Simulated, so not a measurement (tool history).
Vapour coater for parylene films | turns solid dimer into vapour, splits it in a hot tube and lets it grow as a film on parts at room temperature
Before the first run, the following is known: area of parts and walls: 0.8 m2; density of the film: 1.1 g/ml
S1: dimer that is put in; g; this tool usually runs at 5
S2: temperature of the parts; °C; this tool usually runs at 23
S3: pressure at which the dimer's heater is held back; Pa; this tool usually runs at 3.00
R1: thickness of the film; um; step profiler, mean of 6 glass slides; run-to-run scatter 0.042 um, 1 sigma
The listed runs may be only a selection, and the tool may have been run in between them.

run 1 hour=0.0 | S1=5 S2=23 S3=3.00 | R1=4.68
run 2 hour=21.4 | S1=5 S2=23 S3=3.00 | R1=4.69
run 3 hour=53.0 | S1=5 S2=16 S3=3.00 | R1=5.49
run 4 hour=76.3 | S1=5 S2=16 S3=3.00 | R1=5.46
run 5 hour=118.2 | S1=5 S2=16 S3=3.00 | R1=5.43
run 6 hour=150.7 | S1=5 S2=16 S3=3.00 | R1=5.44
run 7 hour=181.5 | S1=5 S2=23 S3=3.00 | R1=4.55
run 8 hour=202.1 | S1=5 S2=23 S3=3.00 | R1=4.63
run 9 hour=239.9 | S1=5 S2=15 S3=3.00 | R1=5.41
run 10 hour=275.6 | S1=5 S2=23 S3=3.00 | R1=4.54
run 11 hour=314.1 | S1=5 S2=23 S3=3.00 | R1=4.53
run 12 hour=337.0 | S1=5 S2=32 S3=3.00 | R1=3.46
run 13 hour=374.0 | S1=5 S2=32 S3=3.00 | R1=3.39
run 14 hour=411.8 | S1=5 S2=32 S3=3.00 | R1=3.39
run 15 hour=438.1 | S1=5 S2=23 S3=2.02 | R1=4.87
run 16 hour=473.3 | S1=5 S2=23 S3=3.00 | R1=4.47
run 17 hour=497.8 | S1=2 S2=21 S3=3.11 | R1=1.87
run 18 hour=520.4 | S1=2 S2=21 S3=3.11 | R1=1.89
run 19 hour=554.2 | S1=3 S2=23 S3=2.57 | R1=2.74
run 20 hour=577.8 | S1=3 S2=22 S3=2.57 | R1=2.86

For run 21, what comes out?
-- hour=580.8 table's thermometer calibrated
run 21 hour=612.7 | S1=3 S2=22 S3=2.57 | R1=?

{"run 21": {"R1": 2.85}}
The same run, on a tool lacking any hidden state, would have yielded R1 3.04 um.
